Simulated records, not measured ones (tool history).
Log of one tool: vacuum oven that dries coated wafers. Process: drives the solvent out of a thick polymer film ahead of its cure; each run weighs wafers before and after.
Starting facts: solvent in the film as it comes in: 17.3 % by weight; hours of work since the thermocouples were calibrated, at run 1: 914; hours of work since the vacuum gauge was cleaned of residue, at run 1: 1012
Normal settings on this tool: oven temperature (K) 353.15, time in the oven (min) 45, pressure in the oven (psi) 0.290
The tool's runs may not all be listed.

run	hour	oven temperature (K)	time in the oven (min)	pressure in the oven (psi)	hours of work since the thermocouples were calibrated	hours of work since the vacuum gauge was cleaned of residue	solvent left in the film (%)
1	0.0	353.15	45	0.290	914	1012	3.22
2	93.8	353.15	45	0.290	977	1075	3.19
3	168.6	353.15	45	0.290	1027	1125	3.22
4	240.7	353.15	45	0.290	1075	1173	3.21
5	300.8	353.15	45	0.290	1115	1213	3.22
# hour 325.6: vacuum gauge cleaned of residue and calibrated
6	372.8	353.15	45	0.290	1162	31	3.23
7	450.3	353.15	45	0.290	1214	83	3.19
8	494.9	353.15	45	0.290	1243	113	3.19
9	590.2	353.15	45	0.290	1307	176	3.17
# hour 676.1: oven's thermocouples calibrated
10	676.1	353.15	47	0.290	0	232	3.09
11	750.9	353.15	47	0.290	50	282	3.09
12	817.9	353.15	47	0.290	95	327	3.08
13	865.8	353.15	47	0.290	126	359	3.09
14	936.9	353.15	47	0.290	174	406	3.09
15	1017.3	353.15	47	0.795	228	460	6.75
16	1066.0	353.15	48	0.290	260	493	3.07
17	1169.5	353.15	48	0.290	329	562	3.02
18	1248.1	353.15	49	0.290	382	614	3.02
19	1337.1	353.15	49	0.290	441	673	3.00
20	1440.1	363.15	45	0.290	510	742	1.56
21	1515.1	363.15	45	0.290	560	792	1.56
22	1574.1	347.15	45	0.290	599	831	5.27
23	1627.7	347.15	45	0.290	635	867	5.27
24	1734.3	347.15	23	0.290	706	938	8.09
25	1802.5	347.15	23	0.290	751	984	8.07
26	1850.0	359.15	28	0.290	783	1015	2.79
27	1935.1	353.15	29	0.377	840	1072	5.15
28	2035.2	341.15	34	0.168	907	1139	8.05
29	2135.8	345.15	45	0.886	974	1206	11.07
# hour 2176.5: vacuum gauge cleaned of residue and calibrated
30	2211.6	353.15	45	0.290	1023	23	3.19
31	2310.3	353.15	22	0.290	1089	89	5.77
32	2420.3	352.15	78	0.290	1162	163	2.52
33	2516.7	361.15	69	0.290	1227	227	1.60
34	2622.5	344.15	78	0.862	1297	297	10.31
35	2698.3	339.15	31	0.290	1348	348	10.18
# hour 2722.9: oven's thermocouples calibrated
36	2804.4	339.15	31	0.290	54	417	10.22
37	2865.7	359.15	25	0.158	95	458	2.38
38	2955.4	353.15	46	0.290	155	518	3.14
39	3012.5	353.15	46	0.290	193	556	3.18
40	3114.0	356.15	66	0.168	261	624	1.28
41	3216.3	356.15	66	0.168	329	692	1.29
42	3308.8	360.15	45	0.290	391	754	1.87
43	3367.8	356.15	24	0.146	430	793	3.35
44	3431.2	353.15	32	0.178	472	836	3.50
45	3528.5	366.15	48	0.151	537	900	0.70
46	3589.4	364.15	45	0.290	578	941	1.52
47	3675.4	352.15	29	0.290	635	998	5.02
48	3768.0	353.15	59	0.524	697	1060	4.37

Alternative continuations, all from the tool just after run 48; predict every row:
A	3854.3	363.15	30	0.706	755	1118	?
B	3854.3	353.15	44	0.621	755	1118	?
C	3854.3	362.15	59	0.248	755	1118	?

run	solvent left in the film (%)
A	4.00
B	5.62
C	1.37
What these runs would have given with no unlogged condition in the tool:
run	solvent left in the film (%)
A	3.99
B	5.62
C	1.36

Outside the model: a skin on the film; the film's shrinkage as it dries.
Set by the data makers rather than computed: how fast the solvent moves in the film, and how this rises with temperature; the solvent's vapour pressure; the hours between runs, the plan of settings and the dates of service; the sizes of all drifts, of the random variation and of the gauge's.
